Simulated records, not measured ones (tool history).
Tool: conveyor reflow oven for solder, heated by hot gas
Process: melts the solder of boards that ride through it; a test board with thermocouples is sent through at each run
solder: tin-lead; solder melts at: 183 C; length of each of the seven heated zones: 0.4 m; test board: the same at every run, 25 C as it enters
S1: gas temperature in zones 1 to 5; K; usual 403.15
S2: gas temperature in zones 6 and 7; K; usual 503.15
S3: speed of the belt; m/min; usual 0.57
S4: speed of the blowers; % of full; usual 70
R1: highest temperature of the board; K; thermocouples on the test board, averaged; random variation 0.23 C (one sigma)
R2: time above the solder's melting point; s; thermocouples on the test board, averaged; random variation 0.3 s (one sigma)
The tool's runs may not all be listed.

Run 1, day 0: usual settings. Result: R1 481.25 K, R2 50.3 s.
Run 2, day 1: usual settings but S2 496.15 K. Result: R1 475.15 K, R2 42.4 s.
Run 3, day 1.754: usual settings. Result: R1 481.25 K, R2 49.8 s.
Run 4, day 2.371: usual settings but S4 77 % of full. Result: R1 483.05 K, R2 52.3 s.
Run 5, day 3.25: usual settings but S4 77 % of full. Result: R1 482.55 K, R2 52 s.
Run 6, day 3.825: usual settings but S4 77 % of full. Result: R1 483.05 K, R2 52.2 s.
Run 7, day 4.379: usual settings but S4 77 % of full. Result: R1 482.55 K, R2 52 s.
Run 8, day 5.321: usual settings but S4 77 % of full. Result: R1 482.25 K, R2 52.2 s.
Run 9, day 5.854: usual settings but S1 417.15 K, S3 0.63 m/min, S4 59 % of full. Result: R1 477.15 K, R2 43.1 s.
Run 10, day 6.733: usual settings but S1 417.15 K, S3 0.63 m/min, S4 59 % of full. Result: R1 476.55 K, R2 43.1 s.

Forecast each of these 5 alternatives for the next run:
Run A, day 7.258: usual settings but S1 417.15 K, S3 0.63 m/min, S4 60 % of full. Result: R1 ?, R2 ?.
Run B, day 7.258: usual settings but S1 391.15 K, S2 514.15 K, S3 0.543 m/min. Result: R1 ?, R2 ?.
Run C, day 7.258: usual settings but S1 394.15 K, S2 499.15 K, S3 0.485 m/min, S4 59 % of full. Result: R1 ?, R2 ?.
Run D, day 7.258: usual settings but S1 407.15 K, S3 0.63 m/min, S4 59 % of full. Result: R1 ?, R2 ?.
Run E, day 7.258: usual settings but S1 417.15 K, S2 500.15 K, S3 0.654 m/min, S4 59 % of full. Result: R1 ?, R2 ?.

run      R1    R2
  A  477.25  43.5
  B  489.25  57.2
  C  477.85  51.8
  D  474.45  35.9
  E  472.85    36
Without the tool's hidden state the same runs would have given:
run      R1    R2
  A  478.95  45.9
  B  491.35  59.4
  C  479.55  54.4
  D  476.25  38.5
  E  474.55  38.7
